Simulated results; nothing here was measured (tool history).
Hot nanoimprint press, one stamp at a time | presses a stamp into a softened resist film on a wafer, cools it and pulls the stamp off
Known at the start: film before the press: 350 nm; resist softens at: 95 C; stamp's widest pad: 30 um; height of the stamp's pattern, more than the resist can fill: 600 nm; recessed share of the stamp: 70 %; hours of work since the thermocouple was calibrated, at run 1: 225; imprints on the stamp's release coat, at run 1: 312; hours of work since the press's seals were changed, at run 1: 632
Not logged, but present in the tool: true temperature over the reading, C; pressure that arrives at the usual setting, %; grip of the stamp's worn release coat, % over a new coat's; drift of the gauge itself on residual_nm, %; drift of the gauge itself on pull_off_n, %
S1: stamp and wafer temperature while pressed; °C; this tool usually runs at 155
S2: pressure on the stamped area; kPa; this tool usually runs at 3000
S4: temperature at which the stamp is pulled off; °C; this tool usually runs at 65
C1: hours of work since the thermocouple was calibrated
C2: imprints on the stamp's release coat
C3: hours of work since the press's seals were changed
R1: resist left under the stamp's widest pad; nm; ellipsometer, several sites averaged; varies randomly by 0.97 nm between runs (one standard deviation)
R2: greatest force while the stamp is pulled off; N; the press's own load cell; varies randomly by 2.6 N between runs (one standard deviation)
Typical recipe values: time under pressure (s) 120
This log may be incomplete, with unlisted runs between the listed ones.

Run 1, day 0: usual settings; C1 225; C2 312; C3 632. Result: R1 205.5 nm, R2 155 N.
Run 2, day 1.75: usual settings; C1 253; C2 463; C3 660. Result: R1 209.3 nm, R2 159 N.
Run 3, day 3.388: usual settings but S4 59 °C; C1 280; C2 605; C3 686. Result: R1 207.7 nm, R2 195 N.
Run 4, day 5.354: usual settings but S4 59 °C; C1 311; C2 774; C3 718. Result: R1 209.4 nm, R2 207 N.
At day 7.033: stamp cleaned and given a new release coat.
Run 5, day 7.838: usual settings; C1 347; C2 69; C3 754. Result: R1 209.6 nm, R2 149 N.
Run 6, day 9.133: usual settings but S1 165 °C, S2 4360 kPa, time under pressure (s) 67, S4 66 °C; C1 368; C2 181; C3 775. Result: R1 138.5 nm, R2 149 N.
Run 7, day 11.179: usual settings but S1 165 °C, S2 4170 kPa, time under pressure (s) 65, S4 66 °C; C1 401; C2 358; C3 808. Result: R1 142.9 nm, R2 151 N.
Run 8, day 13.392: usual settings but S1 162 °C, S2 4290 kPa, S4 52 °C; C1 437; C2 548; C3 844. Result: R1 130.7 nm, R2 226 N.
Run 9, day 14.425: usual settings but S1 145 °C, S2 4290 kPa, S4 52 °C; C1 454; C2 638; C3 860. Result: R1 279.5 nm, R2 230 N.
Run 10, day 15.375: usual settings but S2 3130 kPa, S4 55 °C; C1 469; C2 719; C3 876. Result: R1 209.8 nm, R2 219 N.

Here are 5 independent what-if runs from the current tool condition. What would each one return?
Run A, day 16.892: usual settings but S1 146 °C, S4 59 °C; C1 493; C2 851; C3 900. Result: R1 ?, R2 ?.
Run B, day 16.892: usual settings but S2 3130 kPa; C1 493; C2 851; C3 900. Result: R1 ?, R2 ?.
Run C, day 16.892: usual settings but S2 3360 kPa, S4 55 °C; C1 493; C2 851; C3 900. Result: R1 ?, R2 ?.
Run D, day 16.892: usual settings but S1 156 °C, S4 50 °C; C1 493; C2 851; C3 900. Result: R1 ?, R2 ?.
Run E, day 16.892: usual settings but S1 160 °C, time under pressure (s) 130, S4 58 °C; C1 493; C2 851; C3 900. Result: R1 ?, R2 ?.

run     R1   R2
  A  296.7  213
  B  212.3  184
  C  205.3  233
  D  204.9  250
  E  167.6  212
Without the tool's hidden state the same runs would have given:
run     R1   R2
  A  281.6  165
  B  194.4  142
  C  187.2  182
  D  187.6  195
  E  152.5  165
